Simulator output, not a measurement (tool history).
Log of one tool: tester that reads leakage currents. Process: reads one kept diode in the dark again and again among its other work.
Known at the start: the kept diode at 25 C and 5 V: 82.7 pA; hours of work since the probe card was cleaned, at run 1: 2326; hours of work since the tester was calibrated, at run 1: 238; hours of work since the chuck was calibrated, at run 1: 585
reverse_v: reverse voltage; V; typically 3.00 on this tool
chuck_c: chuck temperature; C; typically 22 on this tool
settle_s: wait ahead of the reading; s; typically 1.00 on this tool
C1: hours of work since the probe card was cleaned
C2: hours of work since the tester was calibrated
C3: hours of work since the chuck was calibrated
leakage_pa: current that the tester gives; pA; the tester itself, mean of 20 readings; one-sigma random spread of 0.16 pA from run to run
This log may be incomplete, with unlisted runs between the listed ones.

{"run": 1, "hour": 0.0, "reverse_v": 3.0, "chuck_c": 22, "settle_s": 1.0, "C1": 2326, "C2": 238, "C3": 585, "leakage_pa": 50.99}
{"run": 2, "hour": 146.9, "reverse_v": 3.0, "chuck_c": 22, "settle_s": 1.0, "C1": 2400, "C2": 312, "C3": 659, "leakage_pa": 51.04}
{"run": 3, "hour": 290.4, "reverse_v": 3.0, "chuck_c": 35, "settle_s": 1.0, "C1": 2472, "C2": 383, "C3": 731, "leakage_pa": 165.41}
{"run": 4, "hour": 377.6, "reverse_v": 3.0, "chuck_c": 35, "settle_s": 1.0, "C1": 2515, "C2": 427, "C3": 774, "leakage_pa": 164.88}
{"run": 5, "hour": 522.2, "reverse_v": 3.0, "chuck_c": 35, "settle_s": 1.0, "C1": 2588, "C2": 499, "C3": 847, "leakage_pa": 166.03}
{"run": 6, "hour": 638.5, "reverse_v": 17.84, "chuck_c": 22, "settle_s": 1.0, "C1": 2646, "C2": 558, "C3": 905, "leakage_pa": 114.45}
{"run": 7, "hour": 780.2, "reverse_v": 17.84, "chuck_c": 22, "settle_s": 1.0, "C1": 2717, "C2": 629, "C3": 976, "leakage_pa": 114.45}
{"hour": 792.8, "done": "chuck's temperature calibrated"}
{"run": 8, "hour": 929.1, "reverse_v": 17.84, "chuck_c": 22, "settle_s": 1.0, "C1": 2790, "C2": 702, "C3": 68, "leakage_pa": 114.35}
{"run": 9, "hour": 1046.1, "reverse_v": 17.84, "chuck_c": 22, "settle_s": 1.0, "C1": 2849, "C2": 761, "C3": 127, "leakage_pa": 114.72}
{"run": 10, "hour": 1205.3, "reverse_v": 3.0, "chuck_c": 29, "settle_s": 1.0, "C1": 2928, "C2": 840, "C3": 206, "leakage_pa": 96.67}
{"run": 11, "hour": 1391.0, "reverse_v": 3.0, "chuck_c": 29, "settle_s": 1.0, "C1": 3021, "C2": 933, "C3": 299, "leakage_pa": 97.23}
{"run": 12, "hour": 1510.3, "reverse_v": 3.0, "chuck_c": 29, "settle_s": 1.0, "C1": 3081, "C2": 993, "C3": 359, "leakage_pa": 96.96}
{"run": 13, "hour": 1648.2, "reverse_v": 2.64, "chuck_c": 22, "settle_s": 1.0, "C1": 3150, "C2": 1062, "C3": 428, "leakage_pa": 48.11}
{"run": 14, "hour": 1823.1, "reverse_v": 3.0, "chuck_c": 46, "settle_s": 1.0, "C1": 3238, "C2": 1150, "C3": 516, "leakage_pa": 421.96}
{"hour": 1930.7, "done": "probe card cleaned and baked"}
{"run": 15, "hour": 1962.0, "reverse_v": 3.0, "chuck_c": 22, "settle_s": 1.0, "C1": 16, "C2": 1218, "C3": 584, "leakage_pa": 51.32}
{"run": 16, "hour": 2097.0, "reverse_v": 3.0, "chuck_c": 25, "settle_s": 1.0, "C1": 83, "C2": 1285, "C3": 651, "leakage_pa": 67.77}
{"run": 17, "hour": 2238.1, "reverse_v": 3.0, "chuck_c": 22, "settle_s": 1.0, "C1": 154, "C2": 1356, "C3": 722, "leakage_pa": 51.0}
{"run": 18, "hour": 2402.8, "reverse_v": 3.0, "chuck_c": 22, "settle_s": 1.0, "C1": 236, "C2": 1438, "C3": 804, "leakage_pa": 50.81}
{"run": 19, "hour": 2549.7, "reverse_v": 3.0, "chuck_c": 22, "settle_s": 1.0, "C1": 310, "C2": 1512, "C3": 878, "leakage_pa": 51.01}
{"run": 20, "hour": 2719.3, "reverse_v": 3.0, "chuck_c": 22, "settle_s": 1.0, "C1": 395, "C2": 1597, "C3": 963, "leakage_pa": 51.21}

Predict the results of run 21:
{"hour": 2757.0, "done": "chuck's temperature calibrated"}
{"run": 21, "hour": 2904.1, "reverse_v": 3.0, "chuck_c": 48, "settle_s": 4.56, "C1": 486, "C2": 1688, "C3": 74, "leakage_pa": "?"}

leakage_pa: 494.67 pA
Minus the tool's unlogged condition, the same run would have read leakage_pa 494.64 pA.
